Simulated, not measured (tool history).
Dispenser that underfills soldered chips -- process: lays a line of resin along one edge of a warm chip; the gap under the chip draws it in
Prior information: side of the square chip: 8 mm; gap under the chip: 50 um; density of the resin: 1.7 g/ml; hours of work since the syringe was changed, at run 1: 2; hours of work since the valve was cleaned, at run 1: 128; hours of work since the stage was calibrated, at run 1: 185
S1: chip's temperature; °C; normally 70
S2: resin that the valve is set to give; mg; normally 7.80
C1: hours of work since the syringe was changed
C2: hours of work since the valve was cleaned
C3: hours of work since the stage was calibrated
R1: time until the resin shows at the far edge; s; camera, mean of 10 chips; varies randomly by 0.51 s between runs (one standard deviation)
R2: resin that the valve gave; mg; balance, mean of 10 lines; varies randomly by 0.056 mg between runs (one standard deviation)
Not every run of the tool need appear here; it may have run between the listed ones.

| run | day | S1 | S2 | C1 | C2 | C3 | R1 | R2 |
|---|---|---|---|---|---|---|---|---|
| 1 | 0.000 | 70 | 7.80 | 2 | 128 | 185 | 50.3 | 7.21 |
| 2 | 0.167 | 70 | 7.80 | 5 | 131 | 188 | 60.0 | 7.08 |
|  | 0.329 | dispensing valve cleaned and set on the balance |
| 3 | 0.421 | 70 | 7.80 | 9 | 2 | 192 | 73.2 | 7.75 |
|  | 0.471 | new syringe of resin |
| 4 | 0.625 | 74 | 7.80 | 3 | 5 | 195 | 44.8 | 7.75 |
| 5 | 0.971 | 74 | 7.80 | 9 | 12 | 202 | 65.1 | 7.75 |
|  | 1.000 | new syringe of resin |
| 6 | 1.325 | 74 | 7.80 | 6 | 18 | 208 | 52.8 | 7.68 |
|  | 1.558 | new syringe of resin |
| 7 | 1.596 | 70 | 6.88 | 1 | 23 | 213 | 47.1 | 6.66 |
| 8 | 1.838 | 70 | 6.88 | 5 | 27 | 217 | 59.9 | 6.73 |
| 9 | 2.038 | 64 | 6.88 | 9 | 31 | 221 | 89.8 | 6.71 |
|  | 2.088 | new syringe of resin |
| 10 | 2.283 | 60 | 7.80 | 4 | 35 | 225 | 73.7 | 7.62 |
|  | 2.625 | new syringe of resin |
| 11 | 2.633 | 60 | 7.80 | 0 | 41 | 231 | 60.8 | 7.54 |
| 12 | 2.992 | 70 | 7.80 | 7 | 48 | 238 | 63.3 | 7.52 |
|  | 3.154 | new syringe of resin |
| 13 | 3.329 | 70 | 7.80 | 3 | 54 | 244 | 52.2 | 7.62 |
| 14 | 3.567 | 70 | 7.80 | 8 | 58 | 248 | 68.9 | 7.58 |
|  | 3.704 | new syringe of resin |
| 15 | 3.888 | 70 | 7.80 | 3 | 64 | 254 | 54.6 | 7.57 |
| 16 | 4.088 | 70 | 7.80 | 7 | 68 | 258 | 67.1 | 7.39 |
|  | 4.238 | new syringe of resin |
| 17 | 4.450 | 62 | 7.11 | 4 | 74 | 264 | 72.3 | 6.79 |
| 18 | 4.629 | 82 | 9.69 | 7 | 78 | 268 | 44.6 | 9.28 |
|  | 4.779 | new syringe of resin |
| 19 | 4.975 | 82 | 9.69 | 4 | 84 | 274 | 36.2 | 9.25 |
| 20 | 5.142 | 59 | 8.33 | 7 | 87 | 277 | 91.0 | 7.83 |
|  | 5.308 | new syringe of resin |
| 21 | 5.338 | 59 | 7.36 | 1 | 90 | 280 | 68.5 | 6.90 |
| 22 | 5.492 | 59 | 7.36 | 3 | 93 | 283 | 81.2 | 6.92 |
| 23 | 5.800 | 74 | 7.47 | 9 | 99 | 289 | 67.3 | 7.05 |
|  | 5.867 | new syringe of resin |
| 24 | 5.971 | 74 | 7.47 | 2 | 102 | 292 | 44.4 | 7.06 |
| 25 | 6.212 | 81 | 6.87 | 6 | 106 | 296 | 48.1 | 6.47 |
|  | 6.400 | new syringe of resin |
| 26 | 6.479 | 64 | 7.00 | 1 | 111 | 301 | 61.0 | 6.58 |
| 27 | 6.850 | 64 | 7.00 | 8 | 118 | 308 | 90.2 | 6.56 |
|  | 6.938 | new syringe of resin |
| 28 | 7.229 | 64 | 7.00 | 5 | 124 | 314 | 76.0 | 6.44 |
|  | 7.471 | new syringe of resin |
| 29 | 7.471 | 82 | 8.54 | 0 | 129 | 319 | 29.7 | 7.74 |
|  | 7.762 | dispensing valve cleaned and set on the balance |
| 30 | 7.775 | 59 | 9.55 | 5 | 0 | 324 | 79.2 | 9.59 |

Here are 5 independent what-if runs from the current tool condition. What would each one return?
|  | 8.058 | new syringe of resin |
| A | 8.117 | 61 | 7.73 | 1 | 6 | 330 | ? | ? |
|  | 8.058 | new syringe of resin |
| B | 8.117 | 63 | 8.25 | 1 | 6 | 330 | ? | ? |
|  | 8.058 | new syringe of resin |
| C | 8.117 | 59 | 6.90 | 1 | 6 | 330 | ? | ? |
|  | 8.058 | new syringe of resin |
| D | 8.117 | 59 | 7.95 | 1 | 6 | 330 | ? | ? |
|  | 8.058 | new syringe of resin |
| E | 8.117 | 81 | 6.97 | 1 | 6 | 330 | ? | ? |

| run | R1 | R2 |
|---|---|---|
| A | 64.3 | 7.74 |
| B | 59.8 | 8.40 |
| C | 70.7 | 6.97 |
| D | 67.9 | 7.97 |
| E | 35.1 | 6.88 |
Without the tool's unlogged condition, the same runs would have read:
| run | R1 | R2 |
|---|---|---|
| A | 55.8 | 7.75 |
| B | 51.9 | 8.41 |
| C | 61.3 | 6.97 |
| D | 58.8 | 7.97 |
| E | 30.8 | 6.88 |
